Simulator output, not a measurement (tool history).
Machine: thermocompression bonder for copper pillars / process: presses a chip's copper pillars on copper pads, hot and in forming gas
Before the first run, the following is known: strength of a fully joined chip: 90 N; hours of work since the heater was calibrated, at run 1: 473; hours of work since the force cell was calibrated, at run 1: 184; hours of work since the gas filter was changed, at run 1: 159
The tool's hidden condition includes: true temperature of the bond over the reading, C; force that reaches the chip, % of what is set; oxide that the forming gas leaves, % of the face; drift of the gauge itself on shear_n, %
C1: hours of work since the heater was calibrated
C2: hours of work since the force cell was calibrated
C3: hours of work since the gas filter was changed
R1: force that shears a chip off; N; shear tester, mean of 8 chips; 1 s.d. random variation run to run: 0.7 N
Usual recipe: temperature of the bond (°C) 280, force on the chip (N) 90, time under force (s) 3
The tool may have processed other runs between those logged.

{"run": 1, "hour": 0.0, "temperature of the bond (°C)": 280, "force on the chip (N)": 90, "time under force (s)": 3, "C1": 473, "C2": 184, "C3": 159, "R1": 50.3}
{"run": 2, "hour": 11.3, "temperature of the bond (°C)": 280, "force on the chip (N)": 90, "time under force (s)": 3, "C1": 482, "C2": 193, "C3": 168, "R1": 51.7}
{"run": 3, "hour": 20.2, "temperature of the bond (°C)": 280, "force on the chip (N)": 90, "time under force (s)": 3, "C1": 489, "C2": 200, "C3": 175, "R1": 49.5}
{"run": 4, "hour": 27.7, "temperature of the bond (°C)": 305, "force on the chip (N)": 90, "time under force (s)": 3, "C1": 495, "C2": 206, "C3": 181, "R1": 60.1}
{"run": 5, "hour": 37.7, "temperature of the bond (°C)": 280, "force on the chip (N)": 90, "time under force (s)": 3, "C1": 503, "C2": 214, "C3": 189, "R1": 50.4}
{"run": 6, "hour": 43.9, "temperature of the bond (°C)": 280, "force on the chip (N)": 90, "time under force (s)": 3, "C1": 507, "C2": 219, "C3": 194, "R1": 50.7}
{"run": 7, "hour": 51.8, "temperature of the bond (°C)": 280, "force on the chip (N)": 90, "time under force (s)": 3, "C1": 514, "C2": 225, "C3": 200, "R1": 49.9}
{"run": 8, "hour": 62.3, "temperature of the bond (°C)": 280, "force on the chip (N)": 90, "time under force (s)": 3, "C1": 522, "C2": 234, "C3": 208, "R1": 49.6}
{"run": 9, "hour": 68.5, "temperature of the bond (°C)": 280, "force on the chip (N)": 90, "time under force (s)": 3, "C1": 527, "C2": 238, "C3": 213, "R1": 49.9}
{"run": 10, "hour": 76.4, "temperature of the bond (°C)": 280, "force on the chip (N)": 90, "time under force (s)": 3, "C1": 533, "C2": 245, "C3": 220, "R1": 49.9}
{"run": 11, "hour": 88.7, "temperature of the bond (°C)": 280, "force on the chip (N)": 90, "time under force (s)": 3, "C1": 543, "C2": 254, "C3": 229, "R1": 50.5}
{"run": 12, "hour": 98.3, "temperature of the bond (°C)": 280, "force on the chip (N)": 90, "time under force (s)": 3, "C1": 551, "C2": 262, "C3": 237, "R1": 48.6}
{"run": 13, "hour": 105.8, "temperature of the bond (°C)": 280, "force on the chip (N)": 90, "time under force (s)": 3, "C1": 557, "C2": 268, "C3": 243, "R1": 48}
{"run": 14, "hour": 116.8, "temperature of the bond (°C)": 280, "force on the chip (N)": 90, "time under force (s)": 3, "C1": 565, "C2": 277, "C3": 252, "R1": 48.9}
{"run": 15, "hour": 128.3, "temperature of the bond (°C)": 280, "force on the chip (N)": 90, "time under force (s)": 2, "C1": 574, "C2": 286, "C3": 261, "R1": 42.3}
{"run": 16, "hour": 138.9, "temperature of the bond (°C)": 280, "force on the chip (N)": 90, "time under force (s)": 2, "C1": 583, "C2": 294, "C3": 269, "R1": 42.6}
{"run": 17, "hour": 147.7, "temperature of the bond (°C)": 280, "force on the chip (N)": 90, "time under force (s)": 2, "C1": 590, "C2": 301, "C3": 276, "R1": 44.1}
{"run": 18, "hour": 153.9, "temperature of the bond (°C)": 280, "force on the chip (N)": 79, "time under force (s)": 2, "C1": 595, "C2": 306, "C3": 281, "R1": 39.5}
{"run": 19, "hour": 160.4, "temperature of the bond (°C)": 280, "force on the chip (N)": 79, "time under force (s)": 2, "C1": 600, "C2": 311, "C3": 286, "R1": 40}
{"run": 20, "hour": 167.2, "temperature of the bond (°C)": 280, "force on the chip (N)": 90, "time under force (s)": 9, "C1": 605, "C2": 317, "C3": 292, "R1": 64.5}
{"run": 21, "hour": 177.4, "temperature of the bond (°C)": 280, "force on the chip (N)": 90, "time under force (s)": 9, "C1": 613, "C2": 325, "C3": 300, "R1": 63.9}
{"run": 22, "hour": 189.4, "temperature of the bond (°C)": 280, "force on the chip (N)": 90, "time under force (s)": 9, "C1": 623, "C2": 334, "C3": 309, "R1": 62.6}

Forecast run 23:
{"run": 23, "hour": 194.6, "temperature of the bond (°C)": 261, "force on the chip (N)": 70, "time under force (s)": 3, "C1": 627, "C2": 339, "C3": 313, "R1": "?"}

R1: 35.4 N
Had the tool carried no hidden state, the very same run would have given R1 37.8 N.
